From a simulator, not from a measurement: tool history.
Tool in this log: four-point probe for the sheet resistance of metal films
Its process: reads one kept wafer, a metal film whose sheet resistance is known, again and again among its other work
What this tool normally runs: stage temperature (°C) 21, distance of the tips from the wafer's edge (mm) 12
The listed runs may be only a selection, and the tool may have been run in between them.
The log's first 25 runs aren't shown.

run,day,stage temperature (°C),distance of the tips from the wafer's edge (mm),touches since the probe head was changed,hours of work since the stage's thermometer was calibrated,sheet resistance as the instrument gives it (ohm/square)
26,29.983,18,30,45004,1457,0.518942
27,30.938,31,9,46082,1471,0.517405
28,31.992,31,9,47271,1487,0.517161
29,32.879,23,44,48273,1500,0.517857
30,33.971,23,44,49510,1517,0.5178
31,34.75,33,8,50392,1529,0.517022
32,36.512,33,8,52380,1555,0.517179
33,37.425,25,5,53411,1569,0.520089
34,39.121,29,34,55328,1594,0.5167

Consider 5 possible next runs. They are alternatives, not a sequence: every one starts from the tool as it was left by run 34. What does each give?
A,40.733,30,23,57153,1618,?
B,40.733,24,12,57153,1618,?
C,40.733,29,12,57153,1618,?
D,40.733,24,34,57153,1618,?
E,40.733,20,30,57153,1618,?

run,sheet resistance as the instrument gives it (ohm/square)
A,0.516471
B,0.518165
C,0.51691
D,0.517544
E,0.518314
Without the tool's hidden state the same runs would have given:
run,sheet resistance as the instrument gives it (ohm/square)
A,0.517574
B,0.51929
C,0.518017
D,0.518668
E,0.519453
